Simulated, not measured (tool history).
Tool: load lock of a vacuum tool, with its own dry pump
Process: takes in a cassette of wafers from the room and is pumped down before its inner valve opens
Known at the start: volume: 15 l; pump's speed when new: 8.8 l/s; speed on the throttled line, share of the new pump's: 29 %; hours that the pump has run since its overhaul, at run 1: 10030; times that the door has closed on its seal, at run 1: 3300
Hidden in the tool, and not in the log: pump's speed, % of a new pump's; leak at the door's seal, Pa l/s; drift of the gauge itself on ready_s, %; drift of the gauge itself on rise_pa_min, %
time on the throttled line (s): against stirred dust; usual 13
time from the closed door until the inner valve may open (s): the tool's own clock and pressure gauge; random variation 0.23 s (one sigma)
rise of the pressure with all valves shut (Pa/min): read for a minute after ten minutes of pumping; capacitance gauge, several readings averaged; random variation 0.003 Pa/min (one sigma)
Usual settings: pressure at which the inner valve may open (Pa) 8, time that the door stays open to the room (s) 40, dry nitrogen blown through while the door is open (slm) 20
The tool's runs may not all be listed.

run     hour  time on the throttled line (s)  pressure at which the inner valve may open (Pa)  time that the door stays open to the room (s)  dry nitrogen blown through while the door is open (slm)  hours that the pump has run since its overhaul  times that the door has closed on its seal  incoming humidity of the room's air, %  time from the closed door until the inner valve may open (s)  rise of the pressure with all valves shut (Pa/min)
  1      0.0                              13                                                8                                             40                                                       20                                           10030                                        3300                                    45.4                                                          27.5                                               0.052
  2    588.4                              13                                                8                                            143                                                       20                                           10618                                        5345                                    47.2                                                          27.5                                               0.110
  3   1075.3                              13                                                8                                            143                                                       20                                           11105                                        7037                                    47.3                                                          27.6                                               0.111
  4   1577.0                              13                                                8                                             40                                                       20                                           11607                                        8781                                    40.5                                                          27.3                                               0.066
  5   2169.1                              13                                                8                                             40                                                       20                                           12199                                       10839                                    43.9                                                          27.9                                               0.074
  6   2558.2                              13                                                8                                             40                                                       20                                           12588                                       12192                                    45.9                                                          27.8                                               0.081
  7   3136.6                              13                                                8                                             36                                                       20                                           13166                                       14202                                    44.5                                                          28.2                                               0.083
  8   3717.8                              13                                               15                                             40                                                       20                                           13747                                       16223                                    45.6                                                          26.9                                               0.093
  9   4231.5                              13                                               15                                             40                                                       20                                           14261                                       18008                                    45.7                                                          26.9                                               0.105
 10   4760.3                              13                                                8                                             48                                                       20                                           14790                                       19846                                    42.4                                                          28.2                                               0.113
 11   5095.5                              13                                                8                                             40                                                        9                                           15125                                       21011                                    43.4                                                          28.7                                               0.125
 12   5762.0                              13                                                8                                             40                                                        9                                           15792                                       23328                                    43.5                                                          29.1                                               0.132
 13   6114.2                              13                                                8                                             40                                                        9                                           16144                                       24552                                    45.7                                                          28.8                                               0.143
 14   6639.2                              13                                                8                                             40                                                        9                                           16669                                       26377                                    39.4                                                          28.7                                               0.141
 15   6937.0                              13                                                8                                             40                                                        9                                           16967                                       27412                                    45.0                                                          29.0                                               0.156
 16   7269.1                              13                                                8                                             40                                                        9                                           17299                                       28566                                    42.5                                                          29.6                                               0.163
      7302.4  -- dry pump taken out, an overhauled one fitted
 17   7836.1                              13                                                8                                             40                                                        9                                             534                                       30516                                    46.7                                                          25.4                                               0.171
 18   8348.0                              13                                                8                                             40                                                        9                                            1046                                       32295                                    43.0                                                          25.6                                               0.181
 19   8716.2                              23                                                8                                             48                                                       19                                            1414                                       33575                                    45.2                                                          32.6                                               0.190
 20   9238.3                              13                                                9                                             40                                                        8                                            1936                                       35390                                    42.1                                                          25.7                                               0.202
 21   9531.9                              18                                               15                                             40                                                       20                                            2229                                       36411                                    43.1                                                          28.2                                               0.200
 22   9929.0                              17                                                8                                             40                                                       20                                            2627                                       37791                                    46.9                                                          28.4                                               0.200
 23  10309.0                              17                                                8                                             77                                                       20                                            3007                                       39112                                    43.7                                                          28.9                                               0.229
 24  10815.5                              25                                               13                                            149                                                       20                                            3513                                       40872                                    42.6                                                          33.6                                               0.268
 25  11150.5                              13                                               11                                             39                                                       20                                            3848                                       42037                                    45.0                                                          25.5                                               0.236
 26  11441.3                               9                                               12                                             40                                                       20                                            4139                                       43047                                    46.4                                                          22.3                                               0.235
 27  11997.6                               8                                               11                                             38                                                       12                                            4695                                       44981                                    45.5                                                          22.0                                               0.257
 28  12574.0                               8                                               12                                            150                                                       12                                            5272                                       46984                                    45.7                                                          22.4                                               0.338
 29  13093.6                              24                                                8                                             76                                                       20                                            5791                                       48791                                    44.6                                                          33.6                                               0.305
 30  13401.6                               6                                                8                                             37                                                       11                                            6099                                       49861                                    45.4                                                          21.7                                               0.298
 31  13681.7                              13                                               16                                            130                                                       20                                            6379                                       50835                                    43.1                                                          25.4                                               0.333
 32  14122.4                              13                                               16                                            130                                                       20                                            6820                                       52367                                    45.3                                                          25.5                                               0.355
 33  14480.2                              14                                                8                                             56                                                       20                                            7178                                       53610                                    44.5                                                          27.4                                               0.338
 34  14965.5                              13                                                9                                             49                                                       27                                            7663                                       55297                                    43.6                                                          26.8                                               0.346
 35  15583.5                              13                                                9                                             49                                                       27                                            8281                                       57445                                    45.4                                                          27.3                                               0.359
 36  15881.6                              13                                                9                                             49                                                       27                                            8579                                       58481                                    45.2                                                          26.8                                               0.378

Some steps in time from the closed door until the inner valve may open (s) between neighbouring runs. How much of each would the tool show without its hidden state too (settings, what came in, random variation), and how much is left for the hidden state, with any gauge scatter that isn't in both results?
Run 9 -> 10: pressure at which the inner valve may open (Pa) 15 -> 8, time that the door stays open to the room (s) 40 -> 48. time from the closed door until the inner valve may open (s) +1.3: hidden state +0.4, all else +0.9.
Run 16 -> 17: dry pump taken out, an overhauled one fitted. time from the closed door until the inner valve may open (s) -4.2: hidden state -3.9, all else -0.3.
Run 24 -> 25: time on the throttled line (s) 25 -> 13, pressure at which the inner valve may open (Pa) 13 -> 11, time that the door stays open to the room (s) 149 -> 39. time from the closed door until the inner valve may open (s) -8.1: hidden state +0.3, all else -8.4.
Run 28 -> 29: time on the throttled line (s) 8 -> 24, pressure at which the inner valve may open (Pa) 12 -> 8, time that the door stays open to the room (s) 150 -> 76, dry nitrogen blown through while the door is open (slm) 12 -> 20. time from the closed door until the inner valve may open (s) +11.2: hidden state -0.2, all else +11.4.
Run 29 -> 30: time on the throttled line (s) 24 -> 6, time that the door stays open to the room (s) 76 -> 37, dry nitrogen blown through while the door is open (slm) 20 -> 11. time from the closed door until the inner valve may open (s) -11.9: hidden state +0.5, all else -12.4.
